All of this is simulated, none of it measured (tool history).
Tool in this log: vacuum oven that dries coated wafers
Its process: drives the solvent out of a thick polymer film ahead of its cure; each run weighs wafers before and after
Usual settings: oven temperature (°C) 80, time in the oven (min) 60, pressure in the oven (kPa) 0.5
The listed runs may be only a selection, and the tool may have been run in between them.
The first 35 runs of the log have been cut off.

Run 36, hour 811.2: usual settings but pressure in the oven (kPa) 0.738. Result: solvent left in the film (%) 0.44.
Run 37, hour 837.3: usual settings but oven temperature (°C) 82, time in the oven (min) 108, pressure in the oven (kPa) 0.271. Result: solvent left in the film (%) 0.13.
Run 38, hour 860.3: usual settings but time in the oven (min) 51, pressure in the oven (kPa) 0.272. Result: solvent left in the film (%) 0.61.
Run 39, hour 889: usual settings but time in the oven (min) 82, pressure in the oven (kPa) 1.722. Result: solvent left in the film (%) 0.42.
Run 40, hour 911.9: usual settings but oven temperature (°C) 86, time in the oven (min) 82, pressure in the oven (kPa) 0.75. Result: solvent left in the film (%) 0.17.
Run 41, hour 934.7: usual settings but time in the oven (min) 41. Result: solvent left in the film (%) 1.07.
Run 42, hour 959.8: usual settings but oven temperature (°C) 92, time in the oven (min) 73, pressure in the oven (kPa) 1.102. Result: solvent left in the film (%) 0.17.
Run 43, hour 986.9: usual settings but oven temperature (°C) 92, time in the oven (min) 73, pressure in the oven (kPa) 1.102. Result: solvent left in the film (%) 0.2.
Run 44, hour 1010.3: usual settings but oven temperature (°C) 94, time in the oven (min) 56, pressure in the oven (kPa) 0.457. Result: solvent left in the film (%) 0.07.
Run 45, hour 1030.7: usual settings but oven temperature (°C) 94, time in the oven (min) 56, pressure in the oven (kPa) 0.457. Result: solvent left in the film (%) 0.06.
Run 46, hour 1056.1: usual settings but oven temperature (°C) 66, time in the oven (min) 36, pressure in the oven (kPa) 0.474. Result: solvent left in the film (%) 6.1.

5 ways to go on from here, each from the tool as it stands after run 46. What would each give?
Run A, hour 1078.8: usual settings but oven temperature (°C) 81, time in the oven (min) 95, pressure in the oven (kPa) 0.81. Result: solvent left in the film (%) ?.
Run B, hour 1078.8: usual settings but oven temperature (°C) 78, time in the oven (min) 36, pressure in the oven (kPa) 0.474. Result: solvent left in the film (%) ?.
Run C, hour 1078.8: usual settings but oven temperature (°C) 66, time in the oven (min) 36, pressure in the oven (kPa) 0.499. Result: solvent left in the film (%) ?.
Run D, hour 1078.8: usual settings but oven temperature (°C) 81, time in the oven (min) 73, pressure in the oven (kPa) 1.913. Result: solvent left in the film (%) ?.
Run E, hour 1078.8: usual settings but oven temperature (°C) 77, time in the oven (min) 91, pressure in the oven (kPa) 1.09. Result: solvent left in the film (%) ?.

run  solvent left in the film (%)
  A                          0.22
  B                          1.92
  C                          6.05
  D                          0.49
  E                          0.39
Stripped of hidden state, with their random variation kept, the same runs would have yielded:
run  solvent left in the film (%)
  A                           0.2
  B                          2.57
  C                           6.9
  D                          0.56
  E                          0.47

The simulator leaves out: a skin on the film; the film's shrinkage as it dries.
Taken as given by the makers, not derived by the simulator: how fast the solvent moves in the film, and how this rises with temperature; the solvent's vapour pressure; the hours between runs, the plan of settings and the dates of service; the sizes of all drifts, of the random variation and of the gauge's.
